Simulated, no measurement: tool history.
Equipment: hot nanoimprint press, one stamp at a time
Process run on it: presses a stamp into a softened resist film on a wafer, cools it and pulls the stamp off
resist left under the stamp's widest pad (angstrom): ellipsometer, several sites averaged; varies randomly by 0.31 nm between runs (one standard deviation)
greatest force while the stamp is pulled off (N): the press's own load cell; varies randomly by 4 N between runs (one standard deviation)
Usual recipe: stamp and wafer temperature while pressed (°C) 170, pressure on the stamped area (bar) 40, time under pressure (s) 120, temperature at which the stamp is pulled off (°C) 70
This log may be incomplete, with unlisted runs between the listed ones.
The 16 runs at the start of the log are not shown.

run   hour  stamp and wafer temperature while pressed (°C)  pressure on the stamped area (bar)  time under pressure (s)  temperature at which the stamp is pulled off (°C)  hours of work since the thermocouple was calibrated  imprints on the stamp's release coat  hours of work since the press's seals were changed  resist left under the stamp's widest pad (angstrom)  greatest force while the stamp is pulled off (N)
 17  309.6                                             170                                  40                      120                                                 70                                                  325                                  1911                                                 360                                                 2679                                               281
 18  325.3                                             161                                  40                      120                                                 71                                                  332                                  1943                                                 367                                                 3745                                               287
     338.5  -- plate thermocouple calibrated
 19  343.1                                             172                                54.7                       75                                                 66                                                    2                                  1973                                                 374                                                 2552                                               293
 20  356.4                                             172                                54.7                       75                                                 66                                                    8                                  2000                                                 380                                                 2551                                               296
 21  370.4                                             169                                  40                      120                                                 55                                                   14                                  2028                                                 386                                                 2882                                               312
 22  387.4                                             175                                50.9                      120                                                 66                                                   22                                  2063                                                 394                                                 1982                                               306
 23  412.6                                             170                                  40                      180                                                 66                                                   33                                  2113                                                 405                                                 2428                                               308
     422.1  -- stamp cleaned and given a new release coat
 24  444.4                                             170                                  40                      180                                                 66                                                   45                                    45                                                 416                                                 2424                                               204
 25    464                                             170                                51.6                      157                                                 69                                                   54                                    84                                                 425                                                 2238                                               210
 26  481.8                                             170                                51.6                      157                                                 69                                                   62                                   120                                                 433                                                 2237                                               212
 27  497.7                                             170                                35.3                       88                                                 69                                                   69                                   152                                                 440                                                 3184                                               202
 28  523.7                                             170                                  40                       61                                                 70                                                   81                                   205                                                 452                                                 3337                                               210
 29  543.3                                             170                                  40                      164                                                 67                                                   89                                   244                                                 461                                                 2496                                               213
 30  563.7                                             166                                  40                      164                                                 56                                                   99                                   286                                                 470                                                 2962                                               243
 31  587.8                                             166                                  40                      164                                                 56                                                  109                                   334                                                 481                                                 2958                                               242

3 ways to go on from here, each from the tool as it stands after run 31. What would each give?
  A  602.6                                             170                                33.2                      120                                                 70                                                  116                                   364                                                 488                                                    ?                                                 ?
  B  602.6                                             174                                  40                      145                                                 56                                                  116                                   364                                                 488                                                    ?                                                 ?
  C  602.6                                             166                                  40                       80                                                 56                                                  116                                   364                                                 488                                                    ?                                                 ?

run  resist left under the stamp's widest pad (angstrom)  greatest force while the stamp is pulled off (N)
  A                                                 2995                                               215
  B                                                 2183                                               242
  C                                                 3556                                               245
Stripped of hidden state, with their random variation kept, the same runs would have yielded:
run  resist left under the stamp's widest pad (angstrom)  greatest force while the stamp is pulled off (N)
  A                                                 2975                                               200
  B                                                 2160                                               224
  C                                                 3532                                               228
